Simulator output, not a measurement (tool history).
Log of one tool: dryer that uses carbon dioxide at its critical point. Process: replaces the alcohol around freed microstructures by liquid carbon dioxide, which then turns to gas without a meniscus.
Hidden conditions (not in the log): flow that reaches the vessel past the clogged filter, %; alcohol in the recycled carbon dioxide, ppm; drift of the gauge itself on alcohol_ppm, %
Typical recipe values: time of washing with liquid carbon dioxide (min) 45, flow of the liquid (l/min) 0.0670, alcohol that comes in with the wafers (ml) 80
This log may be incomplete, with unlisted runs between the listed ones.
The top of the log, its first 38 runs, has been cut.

run	hour	time of washing with liquid carbon dioxide (min)	flow of the liquid (l/min)	alcohol that comes in with the wafers (ml)	hours of work since the filter was changed	hours of work since the purifier's bed was changed	alcohol left in the vessel before it's heated (ppm by volume)
39	486.7	45	0.0542	55	312	254	3594
40	501.8	45	0.0577	78	318	259	3987
41	516.0	39	0.0670	34	322	264	1634
42	525.5	39	0.0994	34	326	267	265
43	535.1	31	0.0797	80	329	271	4778
44	549.8	31	0.0797	80	334	276	4590
45	560.9	45	0.0817	80	338	280	854
46	572.4	65	0.0437	88	342	284	3573

Below are 5 alternative next runs, each starting from the tool's condition after run 46. Predict each:
A	582.5	45	0.0670	21	345	287	?
B	582.5	45	0.0528	80	345	287	?
C	582.5	65	0.1084	21	345	287	?
D	582.5	64	0.0735	34	345	287	?
E	582.5	72	0.0436	80	345	287	?

run	alcohol left in the vessel before it's heated (ppm by volume)
A	613
B	5955
C	18
D	109
E	2175
The same runs, with their run-to-run variation unchanged, on a tool lacking any hidden condition would have given:
run	alcohol left in the vessel before it's heated (ppm by volume)
A	323
B	3689
C	2
D	38
E	1158
